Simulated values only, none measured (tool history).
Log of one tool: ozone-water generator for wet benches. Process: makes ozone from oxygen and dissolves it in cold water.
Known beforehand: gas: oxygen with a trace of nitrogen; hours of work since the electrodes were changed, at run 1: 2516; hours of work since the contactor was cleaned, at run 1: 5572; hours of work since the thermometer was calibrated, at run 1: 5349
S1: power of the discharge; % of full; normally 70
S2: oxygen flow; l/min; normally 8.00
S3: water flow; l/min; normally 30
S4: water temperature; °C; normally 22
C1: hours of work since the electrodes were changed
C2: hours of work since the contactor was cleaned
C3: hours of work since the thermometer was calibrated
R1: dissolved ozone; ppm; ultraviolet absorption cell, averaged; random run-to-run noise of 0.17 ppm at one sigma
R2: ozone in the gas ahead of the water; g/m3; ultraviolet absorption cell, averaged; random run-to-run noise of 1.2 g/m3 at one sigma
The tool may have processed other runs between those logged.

{"run": 1, "hour": 0.0, "S1": 70, "S2": 8.0, "S3": 30, "S4": 22, "C1": 2516, "C2": 5572, "C3": 5349, "R1": 20.7, "R2": 203.7}
{"hour": 90.1, "done": "water thermometer calibrated"}
{"run": 2, "hour": 125.2, "S1": 70, "S2": 8.0, "S3": 30, "S4": 22, "C1": 2617, "C2": 5673, "C3": 28, "R1": 20.5, "R2": 204.0}
{"run": 3, "hour": 197.0, "S1": 70, "S2": 8.0, "S3": 30, "S4": 22, "C1": 2675, "C2": 5731, "C3": 86, "R1": 20.3, "R2": 203.9}
{"run": 4, "hour": 339.6, "S1": 70, "S2": 8.0, "S3": 30, "S4": 22, "C1": 2790, "C2": 5847, "C3": 202, "R1": 20.7, "R2": 202.7}
{"run": 5, "hour": 444.8, "S1": 51, "S2": 8.0, "S3": 30, "S4": 22, "C1": 2875, "C2": 5932, "C3": 287, "R1": 16.5, "R2": 165.3}
{"run": 6, "hour": 554.2, "S1": 51, "S2": 8.0, "S3": 30, "S4": 22, "C1": 2964, "C2": 6020, "C3": 375, "R1": 16.8, "R2": 163.5}
{"run": 7, "hour": 682.2, "S1": 51, "S2": 8.0, "S3": 30, "S4": 22, "C1": 3067, "C2": 6124, "C3": 479, "R1": 16.7, "R2": 164.9}
{"run": 8, "hour": 832.8, "S1": 51, "S2": 8.0, "S3": 30, "S4": 22, "C1": 3189, "C2": 6245, "C3": 600, "R1": 16.7, "R2": 161.9}
{"run": 9, "hour": 935.0, "S1": 51, "S2": 12.19, "S3": 30, "S4": 22, "C1": 3272, "C2": 6328, "C3": 683, "R1": 15.3, "R2": 127.1}
{"run": 10, "hour": 1039.2, "S1": 51, "S2": 12.19, "S3": 30, "S4": 22, "C1": 3356, "C2": 6412, "C3": 767, "R1": 15.3, "R2": 124.8}
{"run": 11, "hour": 1172.7, "S1": 51, "S2": 12.19, "S3": 30, "S4": 22, "C1": 3464, "C2": 6520, "C3": 875, "R1": 15.2, "R2": 125.7}

Run 12, settings as shown, results not yet in. Your forecast:
{"run": 12, "hour": 1330.5, "S1": 51, "S2": 4.73, "S3": 39, "S4": 22, "C1": 3591, "C2": 6648, "C3": 1003, "R1": "?", "R2": "?"}

{"run 12": {"R1": 12.6, "R2": 224.3}}
With the hidden condition absent and the run-to-run variation left alone, this run would have shown R1 13.7 ppm, R2 236.9 g/m3.
